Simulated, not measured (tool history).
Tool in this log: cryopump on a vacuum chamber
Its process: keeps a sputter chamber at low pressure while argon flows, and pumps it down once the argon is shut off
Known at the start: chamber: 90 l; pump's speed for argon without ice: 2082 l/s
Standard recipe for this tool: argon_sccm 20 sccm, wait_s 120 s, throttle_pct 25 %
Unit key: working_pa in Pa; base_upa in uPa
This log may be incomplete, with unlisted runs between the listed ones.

run 1 hour=0 | argon_sccm=20 wait_s=120 throttle_pct=25 | working_pa=0.066 base_upa=0.73
run 2 hour=36 | argon_sccm=20 wait_s=120 throttle_pct=25 | working_pa=0.0655 base_upa=0.75
run 3 hour=62.4 | argon_sccm=20 wait_s=120 throttle_pct=25 | working_pa=0.0655 base_upa=0.75
run 4 hour=86.5 | argon_sccm=20 wait_s=120 throttle_pct=25 | working_pa=0.0664 base_upa=0.81
run 5 hour=122.1 | argon_sccm=32 wait_s=120 throttle_pct=25 | working_pa=0.106 base_upa=0.79
run 6 hour=157.1 | argon_sccm=25 wait_s=120 throttle_pct=25 | working_pa=0.0828 base_upa=0.74
run 7 hour=183.2 | argon_sccm=25 wait_s=120 throttle_pct=25 | working_pa=0.0846 base_upa=0.83
run 8 hour=222.2 | argon_sccm=25 wait_s=120 throttle_pct=25 | working_pa=0.0837 base_upa=0.79
run 9 hour=255.2 | argon_sccm=20 wait_s=209 throttle_pct=25 | working_pa=0.0675 base_upa=0.63
run 10 hour=274.1 | argon_sccm=20 wait_s=209 throttle_pct=25 | working_pa=0.0676 base_upa=0.69
run 11 hour=297.5 | argon_sccm=20 wait_s=120 throttle_pct=25 | working_pa=0.0681 base_upa=0.87
run 12 hour=323.2 | argon_sccm=20 wait_s=120 throttle_pct=25 | working_pa=0.0679 base_upa=0.88
run 13 hour=340 | argon_sccm=20 wait_s=120 throttle_pct=25 | working_pa=0.0681 base_upa=0.87
run 14 hour=379.8 | argon_sccm=20 wait_s=41 throttle_pct=25 | working_pa=0.0685 base_upa=1.36
run 15 hour=396.3 | argon_sccm=20 wait_s=41 throttle_pct=51 | working_pa=0.0364 base_upa=1.3
run 16 hour=418.8 | argon_sccm=20 wait_s=120 throttle_pct=32 | working_pa=0.0552 base_upa=0.59
run 17 hour=458.5 | argon_sccm=20 wait_s=120 throttle_pct=32 | working_pa=0.0566 base_upa=0.59
run 18 hour=477 | argon_sccm=33 wait_s=120 throttle_pct=32 | working_pa=0.0921 base_upa=0.61
run 19 hour=517.1 | argon_sccm=33 wait_s=120 throttle_pct=32 | working_pa=0.0855 base_upa=0.56
run 20 hour=547.2 | argon_sccm=33 wait_s=63 throttle_pct=32 | working_pa=0.0861 base_upa=0.9
run 21 hour=586.5 | argon_sccm=33 wait_s=273 throttle_pct=32 | working_pa=0.0862 base_upa=0.34
run 22 hour=624.5 | argon_sccm=20 wait_s=232 throttle_pct=31 | working_pa=0.0539 base_upa=0.43
run 23 hour=652.8 | argon_sccm=20 wait_s=232 throttle_pct=31 | working_pa=0.0541 base_upa=0.38
run 24 hour=679.9 | argon_sccm=36 wait_s=232 throttle_pct=34 | working_pa=0.0889 base_upa=0.42
run 25 hour=709.6 | argon_sccm=36 wait_s=232 throttle_pct=34 | working_pa=0.0889 base_upa=0.43
run 26 hour=743.3 | argon_sccm=22 wait_s=109 throttle_pct=25 | working_pa=0.074 base_upa=0.65
run 27 hour=771.6 | argon_sccm=22 wait_s=109 throttle_pct=25 | working_pa=0.075 base_upa=0.71
run 28 hour=796.6 | argon_sccm=22 wait_s=109 throttle_pct=25 | working_pa=0.0751 base_upa=0.67
run 29 hour=832 | argon_sccm=20 wait_s=35 throttle_pct=25 | working_pa=0.069 base_upa=1.65
run 30 hour=856.4 | argon_sccm=13 wait_s=35 throttle_pct=18 | working_pa=0.0603 base_upa=1.56
run 31 hour=889.1 | argon_sccm=13 wait_s=35 throttle_pct=18 | working_pa=0.0623 base_upa=1.63
run 32 hour=913.4 | argon_sccm=28 wait_s=120 throttle_pct=53 | working_pa=0.0491 base_upa=0.69
run 33 hour=932.1 | argon_sccm=9 wait_s=53 throttle_pct=22 | working_pa=0.0351 base_upa=1.17
run 34 hour=962.6 | argon_sccm=9 wait_s=53 throttle_pct=22 | working_pa=0.0358 base_upa=1.2

Missing from the log above: 2 entries noted between runs. For each, name the pair of listed runs it sits between and say how the tool's hidden condition differs from the listed run just before to the listed run just after:
Runs 13 to 14: leaking fittings of the chamber tightened, without venting (hour 359.9)
  pump's speed, % of a pump's without ice: 83.3 -> 81.4; cold plate's temperature, K: 12.84 -> 12.85; leak into the chamber, uPa l/s: 848 -> 316
  difference, measured minus the result without the unlogged condition, working_pa: +0.0036 -> +0.004 Pa; base_upa: +0.36 -> +0.05 uPa
Runs 18 to 19: pump warmed up, emptied and cooled again (hour 493.3)
  pump's speed, % of a pump's without ice: 76.9 -> 98.4; cold plate's temperature, K: 12.89 -> 12.91; leak into the chamber, uPa l/s: 348 -> 359
  difference, measured minus the result without the unlogged condition, working_pa: +0.0086 -> +0.001 Pa; base_upa: +0.08 -> +0.03 uPa

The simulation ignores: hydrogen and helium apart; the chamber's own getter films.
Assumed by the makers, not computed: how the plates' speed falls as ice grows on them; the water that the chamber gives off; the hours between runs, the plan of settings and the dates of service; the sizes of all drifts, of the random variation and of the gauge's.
